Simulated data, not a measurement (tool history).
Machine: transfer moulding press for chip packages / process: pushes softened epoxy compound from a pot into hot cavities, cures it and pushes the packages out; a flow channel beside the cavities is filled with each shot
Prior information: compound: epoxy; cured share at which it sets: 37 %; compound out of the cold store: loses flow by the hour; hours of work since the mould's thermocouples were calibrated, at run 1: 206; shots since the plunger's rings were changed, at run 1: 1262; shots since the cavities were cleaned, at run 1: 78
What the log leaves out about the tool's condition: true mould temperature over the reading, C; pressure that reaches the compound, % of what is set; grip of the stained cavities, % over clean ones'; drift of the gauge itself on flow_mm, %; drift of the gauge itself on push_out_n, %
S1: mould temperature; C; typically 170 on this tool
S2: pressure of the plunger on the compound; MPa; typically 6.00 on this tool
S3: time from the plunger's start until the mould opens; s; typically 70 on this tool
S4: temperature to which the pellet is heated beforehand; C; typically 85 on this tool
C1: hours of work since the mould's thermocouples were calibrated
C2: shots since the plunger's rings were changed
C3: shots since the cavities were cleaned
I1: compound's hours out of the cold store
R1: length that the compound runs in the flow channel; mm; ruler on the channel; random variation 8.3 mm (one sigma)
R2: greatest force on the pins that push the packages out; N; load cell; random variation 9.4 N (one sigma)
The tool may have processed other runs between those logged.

Run 1, hour 0.0: usual settings; C1 206; C2 1262; C3 78; I1 35.2. Result: R1 956 mm, R2 433 N.
Run 2, hour 14.4: usual settings; C1 215; C2 1493; C3 309; I1 39.0. Result: R1 945 mm, R2 408 N.
Run 3, hour 27.1: usual settings; C1 223; C2 1697; C3 513; I1 45.8. Result: R1 940 mm, R2 424 N.
Run 4, hour 37.0: usual settings but S2 6.43 MPa; C1 229; C2 1856; C3 672; I1 40.2. Result: R1 988 mm, R2 423 N.
Run 5, hour 46.6: usual settings but S3 77 s; C1 235; C2 2010; C3 826; I1 20.2. Result: R1 1010 mm, R2 381 N.
Run 6, hour 55.4: usual settings but S1 164 C; C1 241; C2 2152; C3 968; I1 21.0. Result: R1 1036 mm, R2 676 N.
At hour 59.2: cavities cleaned with cleaning compound and waxed.
Run 7, hour 67.3: usual settings but S1 164 C; C1 247; C2 2319; C3 131; I1 35.5. Result: R1 1002 mm, R2 679 N.
Run 8, hour 81.5: usual settings but S1 164 C, S4 84 C; C1 256; C2 2547; C3 359; I1 47.1. Result: R1 981 mm, R2 648 N.
Run 9, hour 88.9: usual settings; C1 261; C2 2665; C3 477; I1 32.6. Result: R1 976 mm, R2 421 N.
Run 10, hour 99.4: usual settings; C1 267; C2 2834; C3 646; I1 29.4. Result: R1 987 mm, R2 445 N.
Run 11, hour 105.8: usual settings but S3 103 s; C1 271; C2 2938; C3 750; I1 21.8. Result: R1 997 mm, R2 335 N.
Run 12, hour 117.7: usual settings but S3 103 s; C1 279; C2 3129; C3 941; I1 22.1. Result: R1 1002 mm, R2 325 N.
At hour 123.2: cavities cleaned with cleaning compound and waxed.
Run 13, hour 125.8: usual settings but S4 82 C; C1 283; C2 3235; C3 41; I1 45.7. Result: R1 942 mm, R2 430 N.
Run 14, hour 139.6: usual settings but S3 109 s; C1 291; C2 3457; C3 263; I1 36.2. Result: R1 959 mm, R2 320 N.
Run 15, hour 153.4: usual settings but S1 176 C, S2 5.38 MPa; C1 300; C2 3678; C3 484; I1 25.6. Result: R1 907 mm, R2 340 N.
Run 16, hour 164.0: usual settings but S1 173 C, S2 6.33 MPa, S3 87 s, S4 78 C; C1 307; C2 3848; C3 654; I1 10.8. Result: R1 1052 mm, R2 327 N.
Run 17, hour 171.3: usual settings but S1 173 C, S2 6.33 MPa, S3 87 s, S4 78 C; C1 311; C2 3965; C3 771; I1 23.0. Result: R1 1011 mm, R2 338 N.
Run 18, hour 183.0: usual settings but S1 173 C, S2 6.33 MPa, S3 87 s, S4 78 C; C1 319; C2 4153; C3 959; I1 31.5. Result: R1 971 mm, R2 328 N.
At hour 187.4: cavities cleaned with cleaning compound and waxed.
Run 19, hour 192.9: usual settings but S1 174 C, S2 6.77 MPa, S3 57 s, S4 84 C; C1 324; C2 4289; C3 90; I1 17.7. Result: R1 1053 mm, R2 516 N.
Run 20, hour 205.5: usual settings but S4 93 C; C1 332; C2 4491; C3 292; I1 14.5. Result: R1 1003 mm, R2 422 N.

Run 21 is up next; what results do you expect?
Run 21, hour 214.0: usual settings but S1 175 C, S2 6.39 MPa, S3 97 s, S4 95 C; C1 337; C2 4628; C3 429; I1 18.9. Result: R1 ?, R2 ?.

R1: 1010 mm
R2: 321 N
Minus the tool's unlogged condition, the same run would have read R1 1012 mm, R2 318 N.

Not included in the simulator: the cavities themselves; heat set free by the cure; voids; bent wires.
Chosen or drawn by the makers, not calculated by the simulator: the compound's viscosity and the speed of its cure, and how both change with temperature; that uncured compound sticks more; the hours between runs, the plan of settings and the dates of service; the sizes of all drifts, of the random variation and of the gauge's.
